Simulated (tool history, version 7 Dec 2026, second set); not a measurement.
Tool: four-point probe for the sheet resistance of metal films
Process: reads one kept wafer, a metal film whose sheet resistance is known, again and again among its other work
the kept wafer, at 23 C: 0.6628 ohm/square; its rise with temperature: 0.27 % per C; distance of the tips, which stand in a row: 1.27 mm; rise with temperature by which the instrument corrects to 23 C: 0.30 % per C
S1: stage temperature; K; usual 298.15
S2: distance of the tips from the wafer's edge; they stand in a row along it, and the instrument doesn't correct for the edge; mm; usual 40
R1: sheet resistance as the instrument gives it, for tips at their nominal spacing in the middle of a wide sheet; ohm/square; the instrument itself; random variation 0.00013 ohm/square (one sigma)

{"run": 1, "hour": 0.0, "S1": 298.15, "S2": 40, "R1": 0.665501}
{"run": 2, "hour": 7.8, "S1": 298.15, "S2": 40, "R1": 0.665774}
{"run": 3, "hour": 21.1, "S1": 298.15, "S2": 40, "R1": 0.665836}
{"run": 4, "hour": 28.1, "S1": 298.15, "S2": 40, "R1": 0.665789}
{"run": 5, "hour": 35.1, "S1": 298.15, "S2": 40, "R1": 0.666044}
{"run": 6, "hour": 45.9, "S1": 298.15, "S2": 40, "R1": 0.66589}
{"run": 7, "hour": 53.9, "S1": 298.15, "S2": 40, "R1": 0.665921}
{"run": 8, "hour": 64.9, "S1": 298.15, "S2": 40, "R1": 0.666055}
{"run": 9, "hour": 73.0, "S1": 294.15, "S2": 40, "R1": 0.666803}
{"run": 10, "hour": 83.1, "S1": 294.15, "S2": 40, "R1": 0.666743}
{"run": 11, "hour": 92.5, "S1": 294.15, "S2": 40, "R1": 0.667007}
{"run": 12, "hour": 102.6, "S1": 298.15, "S2": 40, "R1": 0.665956}
{"run": 13, "hour": 118.3, "S1": 298.15, "S2": 40, "R1": 0.665855}
{"run": 14, "hour": 129.8, "S1": 298.15, "S2": 40, "R1": 0.665978}
{"run": 15, "hour": 140.6, "S1": 298.15, "S2": 40, "R1": 0.665855}
{"run": 16, "hour": 147.8, "S1": 298.15, "S2": 40, "R1": 0.666064}
{"run": 17, "hour": 161.7, "S1": 298.15, "S2": 40, "R1": 0.66606}
{"run": 18, "hour": 177.0, "S1": 298.15, "S2": 7, "R1": 0.677259}
{"run": 19, "hour": 191.7, "S1": 298.15, "S2": 7, "R1": 0.677007}
{"run": 20, "hour": 206.6, "S1": 298.15, "S2": 7, "R1": 0.677276}
{"run": 21, "hour": 220.5, "S1": 291.15, "S2": 40, "R1": 0.668075}
{"run": 22, "hour": 227.3, "S1": 291.15, "S2": 40, "R1": 0.667948}
{"run": 23, "hour": 235.1, "S1": 298.15, "S2": 42, "R1": 0.666016}
{"run": 24, "hour": 245.6, "S1": 297.15, "S2": 17, "R1": 0.668106}
{"run": 25, "hour": 256.4, "S1": 297.15, "S2": 17, "R1": 0.668085}
{"run": 26, "hour": 271.6, "S1": 298.15, "S2": 40, "R1": 0.666066}
{"run": 27, "hour": 281.8, "S1": 298.15, "S2": 40, "R1": 0.666197}
{"run": 28, "hour": 298.0, "S1": 298.15, "S2": 40, "R1": 0.666118}
{"run": 29, "hour": 305.0, "S1": 298.15, "S2": 40, "R1": 0.666353}
{"run": 30, "hour": 315.8, "S1": 298.15, "S2": 40, "R1": 0.666367}
{"run": 31, "hour": 327.4, "S1": 298.15, "S2": 40, "R1": 0.666383}
{"run": 32, "hour": 337.0, "S1": 298.15, "S2": 3, "R1": 0.723957}
{"run": 33, "hour": 346.1, "S1": 294.15, "S2": 4, "R1": 0.701077}
{"run": 34, "hour": 354.6, "S1": 300.15, "S2": 11, "R1": 0.670342}
{"run": 35, "hour": 364.5, "S1": 300.15, "S2": 11, "R1": 0.670546}
{"run": 36, "hour": 373.7, "S1": 300.15, "S2": 11, "R1": 0.670227}
{"run": 37, "hour": 388.1, "S1": 300.15, "S2": 11, "R1": 0.670467}
{"run": 38, "hour": 403.1, "S1": 292.15, "S2": 22, "R1": 0.668875}
{"run": 39, "hour": 419.2, "S1": 299.15, "S2": 18, "R1": 0.667852}
{"run": 40, "hour": 431.0, "S1": 296.15, "S2": 34, "R1": 0.666994}
{"run": 41, "hour": 438.7, "S1": 297.15, "S2": 11, "R1": 0.671142}
{"run": 42, "hour": 447.9, "S1": 296.15, "S2": 29, "R1": 0.667368}
{"run": 43, "hour": 456.6, "S1": 300.15, "S2": 3, "R1": 0.723718}
{"run": 44, "hour": 463.4, "S1": 295.15, "S2": 3, "R1": 0.725095}
{"run": 45, "hour": 470.0, "S1": 303.15, "S2": 19, "R1": 0.66673}
{"run": 46, "hour": 480.9, "S1": 300.15, "S2": 41, "R1": 0.666221}

Some steps in R1 between neighbouring runs. How much of each would the tool show without its hidden state too (settings, what came in, random variation), and how much is left for the hidden state, with any gauge scatter that isn't in both results?
The hidden state here: inner tips' distance over the nominal, %; tips' flats over new ones', %; wafer's true temperature over the reading, C; drift of the gauge itself on sheet_ohm, %.
Run 31 -> 32: S2 40 -> 3. R1 +0.057574 ohm/square: hidden state +0.000304, all else +0.057270.
Run 42 -> 43: S1 296.15 -> 300.15, S2 29 -> 3. R1 +0.056350 ohm/square: hidden state +0.000309, all else +0.056041.
Run 44 -> 45: S1 295.15 -> 303.15, S2 3 -> 19. R1 -0.058365 ohm/square: hidden state -0.000307, all else -0.058058.
